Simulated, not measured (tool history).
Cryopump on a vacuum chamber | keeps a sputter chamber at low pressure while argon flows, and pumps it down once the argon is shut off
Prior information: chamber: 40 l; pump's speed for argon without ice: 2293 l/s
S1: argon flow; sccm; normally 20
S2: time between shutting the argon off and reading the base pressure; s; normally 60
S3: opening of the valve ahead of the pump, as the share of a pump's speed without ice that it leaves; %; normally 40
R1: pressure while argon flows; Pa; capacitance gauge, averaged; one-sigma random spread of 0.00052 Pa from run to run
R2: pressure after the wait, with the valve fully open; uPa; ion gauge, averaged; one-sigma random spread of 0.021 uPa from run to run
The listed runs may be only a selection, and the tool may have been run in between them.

run 1 hour=0 | S1=20 S2=60 S3=40 | R1=0.0392 R2=0.79
run 2 hour=57.8 | S1=20 S2=60 S3=40 | R1=0.0398 R2=0.88
run 3 hour=115 | S1=20 S2=60 S3=40 | R1=0.0398 R2=0.9
run 4 hour=193.2 | S1=20 S2=60 S3=40 | R1=0.0406 R2=0.94
run 5 hour=266.6 | S1=35 S2=60 S3=40 | R1=0.0713 R2=0.99
run 6 hour=334.8 | S1=14 S2=60 S3=40 | R1=0.0292 R2=1.06
run 7 hour=395.5 | S1=36 S2=60 S3=40 | R1=0.0761 R2=1.07
-- hour=443.5 pump warmed up, emptied and cooled again
run 8 hour=463.2 | S1=20 S2=60 S3=40 | R1=0.0366 R2=0.93
run 9 hour=528.6 | S1=20 S2=60 S3=40 | R1=0.0373 R2=0.93
run 10 hour=570.5 | S1=20 S2=60 S3=40 | R1=0.0377 R2=0.94
run 11 hour=614.9 | S1=20 S2=60 S3=23 | R1=0.0646 R2=1.04
run 12 hour=652.6 | S1=20 S2=60 S3=23 | R1=0.0651 R2=0.99
run 13 hour=691.1 | S1=20 S2=60 S3=23 | R1=0.0656 R2=1.05
run 14 hour=724.3 | S1=20 S2=60 S3=40 | R1=0.0382 R2=1.03
run 15 hour=805.2 | S1=20 S2=24 S3=40 | R1=0.0388 R2=1.56
run 16 hour=859 | S1=20 S2=24 S3=40 | R1=0.04 R2=1.53
run 17 hour=936.5 | S1=20 S2=24 S3=40 | R1=0.0404 R2=1.62
run 18 hour=992.2 | S1=20 S2=24 S3=40 | R1=0.0401 R2=1.65
run 19 hour=1038 | S1=10 S2=27 S3=28 | R1=0.0285 R2=1.62
run 20 hour=1071.6 | S1=10 S2=27 S3=28 | R1=0.0277 R2=1.62
run 21 hour=1153.1 | S1=20 S2=278 S3=40 | R1=0.042 R2=1.19
run 22 hour=1189.3 | S1=20 S2=278 S3=40 | R1=0.0412 R2=1.26
run 23 hour=1262 | S1=20 S2=278 S3=40 | R1=0.0429 R2=1.31
run 24 hour=1336.2 | S1=39 S2=44 S3=16 | R1=0.1926 R2=1.73
-- hour=1347.1 pump warmed up, emptied and cooled again
run 25 hour=1380.2 | S1=39 S2=125 S3=40 | R1=0.0725 R2=1.12
run 26 hour=1461.6 | S1=23 S2=204 S3=20 | R1=0.0852 R2=1.11
run 27 hour=1522.4 | S1=29 S2=45 S3=19 | R1=0.1149 R2=1.43
run 28 hour=1567.4 | S1=20 S2=60 S3=50 | R1=0.031 R2=1.38
run 29 hour=1610.4 | S1=20 S2=125 S3=23 | R1=0.0665 R2=1.24
run 30 hour=1677.5 | S1=11 S2=278 S3=54 | R1=0.0159 R2=1.28

What will run 31 give?
run 31 hour=1728.5 | S1=39 S2=58 S3=55 | R1=? R2=?

Run 31 came out at R1 0.0576 Pa, R2 1.49 uPa.
On a tool with no hidden condition, and with the same random variation, this run would have come out at R1 0.0528 Pa, R2 0.39 uPa.

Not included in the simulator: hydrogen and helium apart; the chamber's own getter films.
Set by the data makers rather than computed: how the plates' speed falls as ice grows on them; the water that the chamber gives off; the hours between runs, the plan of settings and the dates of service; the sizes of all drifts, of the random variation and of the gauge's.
